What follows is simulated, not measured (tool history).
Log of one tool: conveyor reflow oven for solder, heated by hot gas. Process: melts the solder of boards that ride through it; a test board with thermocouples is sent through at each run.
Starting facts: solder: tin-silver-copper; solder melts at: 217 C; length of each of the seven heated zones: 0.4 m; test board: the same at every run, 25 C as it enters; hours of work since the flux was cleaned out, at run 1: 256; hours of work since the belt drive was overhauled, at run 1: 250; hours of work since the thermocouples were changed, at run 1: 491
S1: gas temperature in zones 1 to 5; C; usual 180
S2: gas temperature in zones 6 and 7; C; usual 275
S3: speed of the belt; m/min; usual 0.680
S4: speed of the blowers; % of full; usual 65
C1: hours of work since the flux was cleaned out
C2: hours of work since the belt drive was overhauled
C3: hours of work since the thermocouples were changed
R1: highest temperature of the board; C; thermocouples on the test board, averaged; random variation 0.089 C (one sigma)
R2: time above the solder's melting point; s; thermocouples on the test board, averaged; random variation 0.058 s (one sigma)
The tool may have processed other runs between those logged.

Run 1, hour 0.0: usual settings; C1 256; C2 250; C3 491. Result: R1 258.02 C, R2 58.03 s.
Run 2, hour 8.0: usual settings; C1 260; C2 254; C3 495. Result: R1 257.92 C, R2 58.08 s.
Run 3, hour 17.4: usual settings; C1 265; C2 259; C3 500. Result: R1 257.97 C, R2 57.96 s.
Run 4, hour 24.6: usual settings; C1 269; C2 263; C3 504. Result: R1 257.91 C, R2 58.03 s.
At hour 27.9: thermocouples of zones 6 and 7 changed.
Run 5, hour 35.9: usual settings but S1 166 C; C1 274; C2 267; C3 4. Result: R1 254.22 C, R2 51.08 s.
Run 6, hour 46.1: usual settings but S2 289 C; C1 279; C2 273; C3 9. Result: R1 269.00 C, R2 63.59 s.
Run 7, hour 57.3: usual settings but S2 289 C; C1 284; C2 278; C3 15. Result: R1 269.01 C, R2 63.67 s.
Run 8, hour 68.0: usual settings but S4 71 % of full; C1 290; C2 284; C3 20. Result: R1 257.93 C, R2 58.18 s.
Run 9, hour 74.9: usual settings but S4 71 % of full; C1 293; C2 287; C3 24. Result: R1 257.85 C, R2 58.22 s.
Run 10, hour 86.5: usual settings but S4 71 % of full; C1 299; C2 293; C3 30. Result: R1 257.85 C, R2 58.08 s.
At hour 92.6: flux residue cleaned out of gas plates and filters.
Run 11, hour 102.2: usual settings but S4 71 % of full; C1 5; C2 299; C3 35. Result: R1 257.17 C, R2 57.68 s.
Run 12, hour 115.5: usual settings but S4 71 % of full; C1 12; C2 305; C3 42. Result: R1 257.16 C, R2 57.58 s.
Run 13, hour 121.9: usual settings but S1 188 C, S3 0.639 m/min, S4 71 % of full; C1 15; C2 309; C3 45. Result: R1 260.50 C, R2 66.83 s.
Run 14, hour 132.5: usual settings but S2 277 C, S4 77 % of full; C1 20; C2 314; C3 51. Result: R1 259.89 C, R2 59.32 s.
At hour 145.8: flux residue cleaned out of gas plates and filters, once more.
Run 15, hour 149.5: usual settings but S2 277 C, S4 77 % of full; C1 2; C2 320; C3 57. Result: R1 262.90 C, R2 61.31 s.
Run 16, hour 155.6: usual settings but S1 187 C, S2 277 C, S3 0.685 m/min, S4 77 % of full; C1 5; C2 323; C3 60. Result: R1 263.67 C, R2 63.68 s.
Run 17, hour 162.8: usual settings but S1 187 C, S2 277 C, S3 0.685 m/min, S4 77 % of full; C1 9; C2 327; C3 64. Result: R1 263.90 C, R2 63.65 s.
Run 18, hour 169.0: usual settings but S1 187 C, S2 276 C, S3 0.685 m/min, S4 69 % of full; C1 12; C2 330; C3 67. Result: R1 261.60 C, R2 62.49 s.

5 ways to go on from here, each from the tool as it stands after run 18. What would each give?
Run A, hour 176.1: usual settings but S3 0.738 m/min, S4 78 % of full; C1 15; C2 334; C3 70. Result: R1 ?, R2 ?.
Run B, hour 176.1: usual settings but S1 187 C, S2 264 C, S3 0.685 m/min, S4 53 % of full; C1 15; C2 334; C3 70. Result: R1 ?, R2 ?.
Run C, hour 176.1: usual settings but S1 187 C, S2 276 C, S3 0.685 m/min, S4 85 % of full; C1 15; C2 334; C3 70. Result: R1 ?, R2 ?.
Run D, hour 176.1: usual settings but S2 280 C, S3 0.815 m/min; C1 15; C2 334; C3 70. Result: R1 ?, R2 ?.
Run E, hour 176.1: usual settings but S1 182 C, S4 81 % of full; C1 15; C2 334; C3 70. Result: R1 ?, R2 ?.

run      R1     R2
  A  258.78  54.20
  B  248.03  53.74
  C  264.00  63.83
  D  256.64  46.94
  E  262.13  61.56
Without the tool's unlogged condition, the same runs would have read:
run      R1     R2
  A  258.53  53.82
  B  247.74  53.26
  C  263.75  63.41
  D  256.38  46.58
  E  261.88  61.14

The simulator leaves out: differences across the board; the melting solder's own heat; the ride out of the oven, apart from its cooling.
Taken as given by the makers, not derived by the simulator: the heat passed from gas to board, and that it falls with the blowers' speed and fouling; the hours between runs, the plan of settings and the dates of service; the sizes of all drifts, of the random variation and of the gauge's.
